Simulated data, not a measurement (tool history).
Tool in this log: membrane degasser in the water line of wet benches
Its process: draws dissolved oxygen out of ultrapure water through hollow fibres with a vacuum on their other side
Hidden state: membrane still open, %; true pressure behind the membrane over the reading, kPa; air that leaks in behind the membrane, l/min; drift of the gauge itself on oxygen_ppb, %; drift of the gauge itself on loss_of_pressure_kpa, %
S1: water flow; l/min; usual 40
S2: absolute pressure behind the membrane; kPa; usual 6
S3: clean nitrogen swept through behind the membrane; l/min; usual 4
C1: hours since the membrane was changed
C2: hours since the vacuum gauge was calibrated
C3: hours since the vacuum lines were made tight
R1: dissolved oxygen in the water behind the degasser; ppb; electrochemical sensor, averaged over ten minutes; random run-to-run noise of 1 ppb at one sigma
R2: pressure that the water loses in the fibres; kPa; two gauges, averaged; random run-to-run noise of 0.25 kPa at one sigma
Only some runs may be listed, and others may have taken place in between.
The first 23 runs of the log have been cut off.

run	day	S1	S2	S3	C1	C2	C3	R1	R2
24	226.142	29	6.67	2.26	8307	4849	2502	106.2	47.05
25	238.533	40	6	1.61	8604	5147	2800	178.7	65.28
26	248.496	40	14.09	4	8844	5386	3039	280.7	65.84
# day 249.317: seals of the vacuum lines changed
27	259.654	40	14.09	4	9109	5652	248	277.7	65.32
28	269.183	40	14.09	4	9338	5881	477	276.5	64.82
29	275.267	40	9.83	1.62	9484	6026	623	369.4	65.03
# day 280.196: membrane cartridge changed
30	284.429	36	6	9.36	102	6242	839	46.4	58.42
31	290.875	36	6	9.36	256	6397	993	45	58.56
# day 296.704: vacuum gauge calibrated
32	299.942	60	4.04	2.11	473	78	1211	179.4	97.45

Consider 3 possible next runs. They are alternatives, not a sequence: every one starts from the tool as it was left by run 32. What does each give?
A	307.167	60	9.73	9.1	647	251	1384	?	?
B	307.167	60	7.26	2.11	647	251	1384	?	?
C	307.167	33	4.04	2.11	647	251	1384	?	?

run	R1	R2
A	230	97.31
B	360.2	97.03
C	42.9	53.72
Without the tool's hidden state the same runs would have given:
run	R1	R2
A	229.9	97.3
B	360.2	97.01
C	42.9	53.71
